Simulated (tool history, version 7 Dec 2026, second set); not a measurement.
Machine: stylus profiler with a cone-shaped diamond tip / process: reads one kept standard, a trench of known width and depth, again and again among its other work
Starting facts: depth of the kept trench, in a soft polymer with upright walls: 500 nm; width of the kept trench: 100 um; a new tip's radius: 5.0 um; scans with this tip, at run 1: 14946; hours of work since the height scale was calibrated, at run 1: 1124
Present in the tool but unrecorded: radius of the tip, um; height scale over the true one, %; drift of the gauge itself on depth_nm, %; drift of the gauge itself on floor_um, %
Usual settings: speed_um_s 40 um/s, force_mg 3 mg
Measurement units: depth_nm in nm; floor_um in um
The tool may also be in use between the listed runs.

run,hour,speed_um_s,force_mg,scans with this tip,hours of work since the height scale was calibrated,depth_nm,floor_um
1,0,40,3,14946,1124,509.18,93.67
2,30.3,40,3,15170,1140,509.23,93.72
3,101.1,40,3,15693,1180,509.34,93.57
4,148.9,40,3,16045,1206,509.4,93.59
5,184.9,73,3,16310,1226,509.51,93.32
6,214.6,26,3,16530,1243,509.23,93.62
7,277.8,26,3,16996,1278,509.69,93.57
8,313.1,26,3,17257,1297,509.71,93.47
9,342,26,3,17470,1313,509.77,93.48
10,388.8,26,3,17815,1339,509.73,93.39
11,431.7,40,3,18132,1363,509.8,93.34
12,489,40,1.07,18554,1395,506.8,93.17
13,557.4,40,1.07,19059,1433,506.95,93.23
14,602.9,40,1.07,19395,1458,506.89,93.07
15,638.8,40,1.07,19660,1478,506.88,93.12
16,668.7,15,8.01,19880,1495,516.38,93.26
17,724.8,15,8.01,20295,1526,516.22,93.27
18,753.6,16,3,20507,1542,510.12,93.27
19,788.5,16,3,20764,1561,510.18,93.16
20,827.1,40,1.06,21049,1582,507.35,92.9
21,897.2,147,6.52,21567,1621,514.77,92.74
22,959.8,112,3.48,22028,1656,511.19,92.66
23,1003.2,127,3.08,22349,1680,510.69,92.53
24,1059,127,3.08,22760,1711,510.74,92.55
25,1125.3,127,3.08,23249,1748,510.89,92.49
26,1153.9,11,2.19,23461,1764,509.52,92.93
27,1195.4,34,1.5,23767,1787,508.83,92.75

Predict each of these 5 candidate next runs independently; none follows another, all start after run 27:
A,1236.4,28,1.28,24070,1810,?,?
B,1236.4,40,2.04,24070,1810,?,?
C,1236.4,20,2.07,24070,1810,?,?
D,1236.4,53,1.47,24070,1810,?,?
E,1236.4,37,3,24070,1810,?,?

run,depth_nm,floor_um
A,508.34,92.77
B,509.38,92.72
C,509.83,92.84
D,508.42,92.54
E,510.93,92.77
Stripped of hidden state, with their random variation kept, the same runs would have yielded:
run,depth_nm,floor_um
A,503.74,95.47
B,504.77,95.42
C,505.22,95.54
D,503.82,95.25
E,506.31,95.48

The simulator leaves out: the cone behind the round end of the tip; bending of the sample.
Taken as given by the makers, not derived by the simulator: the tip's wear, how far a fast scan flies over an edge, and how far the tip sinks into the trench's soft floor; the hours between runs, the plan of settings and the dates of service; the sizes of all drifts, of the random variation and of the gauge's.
